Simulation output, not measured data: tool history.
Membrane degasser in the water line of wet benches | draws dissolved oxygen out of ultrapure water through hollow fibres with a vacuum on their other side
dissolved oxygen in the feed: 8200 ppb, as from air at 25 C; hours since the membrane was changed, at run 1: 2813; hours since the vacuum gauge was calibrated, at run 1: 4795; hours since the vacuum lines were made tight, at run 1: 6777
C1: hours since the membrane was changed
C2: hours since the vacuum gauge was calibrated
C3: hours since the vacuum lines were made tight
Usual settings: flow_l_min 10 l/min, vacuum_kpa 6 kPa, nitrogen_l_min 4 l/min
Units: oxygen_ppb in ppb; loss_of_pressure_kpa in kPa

run 1 hour=0 | flow_l_min=10 vacuum_kpa=6 nitrogen_l_min=4 | C1=2813 C2=4795 C3=6777 | oxygen_ppb=22.2 loss_of_pressure_kpa=64.49
run 2 hour=85.7 | flow_l_min=10 vacuum_kpa=6 nitrogen_l_min=4 | C1=2898 C2=4881 C3=6863 | oxygen_ppb=22.3 loss_of_pressure_kpa=64.25
run 3 hour=148.7 | flow_l_min=10 vacuum_kpa=6.93 nitrogen_l_min=4 | C1=2961 C2=4944 C3=6926 | oxygen_ppb=29.6 loss_of_pressure_kpa=64.01
run 4 hour=206.6 | flow_l_min=10 vacuum_kpa=6.93 nitrogen_l_min=4 | C1=3019 C2=5001 C3=6984 | oxygen_ppb=28 loss_of_pressure_kpa=64.12
run 5 hour=248.1 | flow_l_min=10 vacuum_kpa=6.93 nitrogen_l_min=4 | C1=3061 C2=5043 C3=7025 | oxygen_ppb=27.8 loss_of_pressure_kpa=64.59
run 6 hour=316.3 | flow_l_min=10 vacuum_kpa=6.93 nitrogen_l_min=4 | C1=3129 C2=5111 C3=7093 | oxygen_ppb=28.1 loss_of_pressure_kpa=64.03
run 7 hour=386.3 | flow_l_min=10 vacuum_kpa=6 nitrogen_l_min=4 | C1=3199 C2=5181 C3=7163 | oxygen_ppb=22.4 loss_of_pressure_kpa=64.18
run 8 hour=461.1 | flow_l_min=10 vacuum_kpa=6 nitrogen_l_min=4 | C1=3274 C2=5256 C3=7238 | oxygen_ppb=22.6 loss_of_pressure_kpa=64.43
run 9 hour=532 | flow_l_min=10 vacuum_kpa=6 nitrogen_l_min=4 | C1=3345 C2=5327 C3=7309 | oxygen_ppb=22.2 loss_of_pressure_kpa=64.19
run 10 hour=607.7 | flow_l_min=10 vacuum_kpa=6 nitrogen_l_min=4 | C1=3420 C2=5403 C3=7385 | oxygen_ppb=22.6 loss_of_pressure_kpa=64.16
run 11 hour=668.8 | flow_l_min=10 vacuum_kpa=6 nitrogen_l_min=4 | C1=3481 C2=5464 C3=7446 | oxygen_ppb=22.4 loss_of_pressure_kpa=64.32
run 12 hour=723.8 | flow_l_min=10 vacuum_kpa=6 nitrogen_l_min=8.97 | C1=3536 C2=5519 C3=7501 | oxygen_ppb=12 loss_of_pressure_kpa=64.09
run 13 hour=806.1 | flow_l_min=10 vacuum_kpa=6 nitrogen_l_min=8.97 | C1=3619 C2=5601 C3=7583 | oxygen_ppb=12.4 loss_of_pressure_kpa=64.35
-- hour=810.6 vacuum gauge calibrated
run 14 hour=880.9 | flow_l_min=10 vacuum_kpa=6 nitrogen_l_min=8.97 | C1=3693 C2=70 C3=7658 | oxygen_ppb=11.8 loss_of_pressure_kpa=64.24
run 15 hour=921.6 | flow_l_min=10 vacuum_kpa=6 nitrogen_l_min=8.97 | C1=3734 C2=111 C3=7698 | oxygen_ppb=12.1 loss_of_pressure_kpa=64.75
run 16 hour=988 | flow_l_min=14 vacuum_kpa=6 nitrogen_l_min=4 | C1=3800 C2=177 C3=7765 | oxygen_ppb=46.6 loss_of_pressure_kpa=90.01
run 17 hour=1075.1 | flow_l_min=7 vacuum_kpa=6 nitrogen_l_min=4 | C1=3887 C2=264 C3=7852 | oxygen_ppb=14.3 loss_of_pressure_kpa=45.19
-- hour=1115.4 vacuum gauge calibrated, once more
run 18 hour=1140.3 | flow_l_min=6 vacuum_kpa=6 nitrogen_l_min=5.61 | C1=3952 C2=25 C3=7916 | oxygen_ppb=7.7 loss_of_pressure_kpa=38.91
-- hour=1157.1 seals of the vacuum lines changed
run 19 hour=1198.9 | flow_l_min=12 vacuum_kpa=6 nitrogen_l_min=8.96 | C1=4009 C2=82 C3=42 | oxygen_ppb=20 loss_of_pressure_kpa=76.93
run 20 hour=1255.3 | flow_l_min=12 vacuum_kpa=6 nitrogen_l_min=8.96 | C1=4065 C2=138 C3=98 | oxygen_ppb=19.8 loss_of_pressure_kpa=77.68
run 21 hour=1346.7 | flow_l_min=14 vacuum_kpa=6 nitrogen_l_min=3.45 | C1=4156 C2=229 C3=190 | oxygen_ppb=48.6 loss_of_pressure_kpa=90.29
run 22 hour=1387.3 | flow_l_min=14 vacuum_kpa=8.91 nitrogen_l_min=5.53 | C1=4197 C2=270 C3=230 | oxygen_ppb=56.8 loss_of_pressure_kpa=90.22
run 23 hour=1478.9 | flow_l_min=14 vacuum_kpa=8.91 nitrogen_l_min=5.53 | C1=4288 C2=361 C3=322 | oxygen_ppb=57.3 loss_of_pressure_kpa=90.34
run 24 hour=1523.2 | flow_l_min=14 vacuum_kpa=8.91 nitrogen_l_min=5.53 | C1=4333 C2=406 C3=366 | oxygen_ppb=57.3 loss_of_pressure_kpa=90.14
run 25 hour=1607.4 | flow_l_min=10 vacuum_kpa=12.33 nitrogen_l_min=2.9 | C1=4417 C2=490 C3=450 | oxygen_ppb=80.4 loss_of_pressure_kpa=64.53
run 26 hour=1689.1 | flow_l_min=10 vacuum_kpa=12.33 nitrogen_l_min=2.9 | C1=4499 C2=572 C3=532 | oxygen_ppb=80.6 loss_of_pressure_kpa=64.83
run 27 hour=1762.9 | flow_l_min=10 vacuum_kpa=5.98 nitrogen_l_min=2.82 | C1=4573 C2=646 C3=606 | oxygen_ppb=28.1 loss_of_pressure_kpa=65.08
run 28 hour=1812.3 | flow_l_min=7 vacuum_kpa=6 nitrogen_l_min=4.32 | C1=4622 C2=695 C3=655 | oxygen_ppb=11.6 loss_of_pressure_kpa=45.24
run 29 hour=1857.6 | flow_l_min=9 vacuum_kpa=12.96 nitrogen_l_min=4.34 | C1=4667 C2=740 C3=700 | oxygen_ppb=53.2 loss_of_pressure_kpa=58.06
run 30 hour=1933 | flow_l_min=15 vacuum_kpa=6 nitrogen_l_min=4 | C1=4743 C2=816 C3=776 | oxygen_ppb=55.8 loss_of_pressure_kpa=96.71
run 31 hour=2001.7 | flow_l_min=8 vacuum_kpa=4.74 nitrogen_l_min=3.73 | C1=4811 C2=884 C3=845 | oxygen_ppb=8.7 loss_of_pressure_kpa=51.89
run 32 hour=2067.2 | flow_l_min=8 vacuum_kpa=4.74 nitrogen_l_min=3.73 | C1=4877 C2=950 C3=910 | oxygen_ppb=9.5 loss_of_pressure_kpa=52.3

Forecast each of these 4 alternatives for the next run:
run A hour=2142.1 | flow_l_min=10 vacuum_kpa=7.07 nitrogen_l_min=1.76 | C1=4952 C2=1025 C3=985 | oxygen_ppb=? loss_of_pressure_kpa=?
run B hour=2142.1 | flow_l_min=10 vacuum_kpa=4.71 nitrogen_l_min=4 | C1=4952 C2=1025 C3=985 | oxygen_ppb=? loss_of_pressure_kpa=?
run C hour=2142.1 | flow_l_min=6 vacuum_kpa=11.14 nitrogen_l_min=10.27 | C1=4952 C2=1025 C3=985 | oxygen_ppb=? loss_of_pressure_kpa=?
run D hour=2142.1 | flow_l_min=8 vacuum_kpa=4.61 nitrogen_l_min=3.82 | C1=4952 C2=1025 C3=985 | oxygen_ppb=? loss_of_pressure_kpa=?

run=A oxygen_ppb=57.7 loss_of_pressure_kpa=64.87
run=B oxygen_ppb=13.6 loss_of_pressure_kpa=65.11
run=C oxygen_ppb=12 loss_of_pressure_kpa=38.85
run=D oxygen_ppb=8.3 loss_of_pressure_kpa=51.91
Without the tool's hidden state the same runs would have given:
run=A oxygen_ppb=56.8 loss_of_pressure_kpa=62.82
run=B oxygen_ppb=12.7 loss_of_pressure_kpa=63.05
run=C oxygen_ppb=11.9 loss_of_pressure_kpa=37.62
run=D oxygen_ppb=8 loss_of_pressure_kpa=50.27
